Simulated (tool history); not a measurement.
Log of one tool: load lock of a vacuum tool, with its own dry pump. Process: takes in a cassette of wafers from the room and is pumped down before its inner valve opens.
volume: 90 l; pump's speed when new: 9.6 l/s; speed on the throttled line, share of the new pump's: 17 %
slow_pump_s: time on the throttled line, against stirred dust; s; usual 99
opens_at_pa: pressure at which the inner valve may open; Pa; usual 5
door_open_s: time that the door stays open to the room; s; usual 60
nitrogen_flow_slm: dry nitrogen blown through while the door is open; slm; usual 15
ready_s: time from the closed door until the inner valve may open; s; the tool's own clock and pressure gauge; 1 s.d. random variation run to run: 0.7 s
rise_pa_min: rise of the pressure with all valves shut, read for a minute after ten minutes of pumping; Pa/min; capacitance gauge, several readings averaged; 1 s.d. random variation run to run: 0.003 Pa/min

| run | day | slow_pump_s | opens_at_pa | door_open_s | nitrogen_flow_slm | incoming humidity of the room's air, % | ready_s | rise_pa_min |
|---|---|---|---|---|---|---|---|---|
| 1 | 0.000 | 99 | 5 | 60 | 15 | 44.5 | 182.7 | 0.374 |
| 2 | 9.483 | 99 | 5 | 60 | 18 | 44.8 | 181.1 | 0.386 |
| 3 | 22.225 | 99 | 5 | 60 | 18 | 44.1 | 182.8 | 0.408 |
| 4 | 28.696 | 99 | 5 | 60 | 18 | 44.8 | 183.2 | 0.406 |
| 5 | 37.279 | 99 | 5 | 60 | 15 | 49.5 | 182.7 | 0.415 |
| 6 | 48.888 | 99 | 5 | 60 | 15 | 44.0 | 183.0 | 0.433 |
| 7 | 55.742 | 99 | 5 | 60 | 15 | 46.0 | 182.2 | 0.438 |
| 8 | 66.250 | 99 | 5 | 60 | 15 | 40.9 | 183.3 | 0.449 |
| 9 | 77.254 | 99 | 5 | 60 | 15 | 46.0 | 183.3 | 0.464 |
| 10 | 86.629 | 136 | 5 | 60 | 15 | 48.2 | 213.3 | 0.477 |
| 11 | 100.875 | 99 | 5 | 60 | 5 | 47.8 | 182.5 | 0.502 |
| 12 | 115.912 | 99 | 5 | 142 | 5 | 44.9 | 183.6 | 0.552 |
| 13 | 127.458 | 99 | 5 | 142 | 5 | 46.5 | 184.5 | 0.556 |
| 14 | 137.658 | 99 | 5 | 60 | 15 | 44.0 | 182.7 | 0.535 |
| 15 | 150.204 | 99 | 5 | 60 | 15 | 46.2 | 183.1 | 0.563 |
|  | 152.204 | door's seal changed, seat wiped |
| 16 | 164.125 | 99 | 5 | 60 | 15 | 45.6 | 183.4 | 0.043 |
| 17 | 172.492 | 99 | 5 | 60 | 15 | 45.5 | 185.1 | 0.039 |
| 18 | 180.229 | 99 | 5 | 55 | 15 | 43.0 | 183.9 | 0.038 |
| 19 | 194.946 | 99 | 5 | 39 | 15 | 45.8 | 184.4 | 0.041 |
| 20 | 203.042 | 99 | 4 | 60 | 15 | 44.5 | 186.2 | 0.044 |
| 21 | 215.954 | 176 | 5 | 60 | 9 | 48.5 | 249.0 | 0.060 |
| 22 | 223.446 | 102 | 7 | 140 | 11 | 41.5 | 183.6 | 0.066 |
| 23 | 232.662 | 135 | 5 | 60 | 15 | 47.3 | 213.1 | 0.064 |
| 24 | 240.196 | 135 | 5 | 26 | 6 | 43.1 | 213.2 | 0.056 |
| 25 | 248.671 | 186 | 7 | 26 | 5 | 44.7 | 248.3 | 0.058 |
| 26 | 256.333 | 68 | 5 | 225 | 15 | 44.3 | 159.1 | 0.095 |
| 27 | 267.267 | 68 | 5 | 225 | 15 | 45.0 | 161.0 | 0.099 |
| 28 | 281.033 | 68 | 5 | 34 | 15 | 46.2 | 161.5 | 0.071 |
| 29 | 293.221 | 68 | 4 | 61 | 9 | 46.0 | 162.1 | 0.097 |
| 30 | 304.758 | 163 | 6 | 76 | 8 | 42.6 | 235.8 | 0.100 |
| 31 | 314.342 | 163 | 6 | 76 | 8 | 44.9 | 236.2 | 0.106 |
| 32 | 329.392 | 163 | 6 | 47 | 13 | 44.7 | 235.7 | 0.100 |
|  | 336.108 | dry pump taken out, an overhauled one fitted |
| 33 | 336.775 | 163 | 6 | 47 | 13 | 45.0 | 226.8 | 0.106 |
| 34 | 350.262 | 106 | 6 | 218 | 13 | 47.2 | 182.1 | 0.144 |
| 35 | 365.075 | 106 | 6 | 218 | 13 | 45.7 | 183.7 | 0.152 |
| 36 | 379.733 | 73 | 5 | 60 | 15 | 46.7 | 156.0 | 0.138 |
| 37 | 387.500 | 73 | 5 | 60 | 15 | 42.2 | 158.0 | 0.140 |

What if the next run were any one of these 4? Each begins from the tool's condition after run 37:
| A | 395.288 | 77 | 5 | 60 | 15 | 42.9 | ? | ? |
| B | 395.288 | 104 | 5 | 185 | 15 | 45.2 | ? | ? |
| C | 395.288 | 99 | 5 | 60 | 8 | 49.6 | ? | ? |
| D | 395.288 | 73 | 5 | 106 | 17 | 47.4 | ? | ? |

| run | ready_s | rise_pa_min |
|---|---|---|
| A | 160.5 | 0.143 |
| B | 182.9 | 0.169 |
| C | 178.5 | 0.157 |
| D | 156.9 | 0.155 |
With the hidden condition removed and each run's random variation left untouched, the same runs would have given:
| run | ready_s | rise_pa_min |
|---|---|---|
| A | 157.4 | 0.033 |
| B | 179.8 | 0.063 |
| C | 175.6 | 0.048 |
| D | 153.7 | 0.046 |
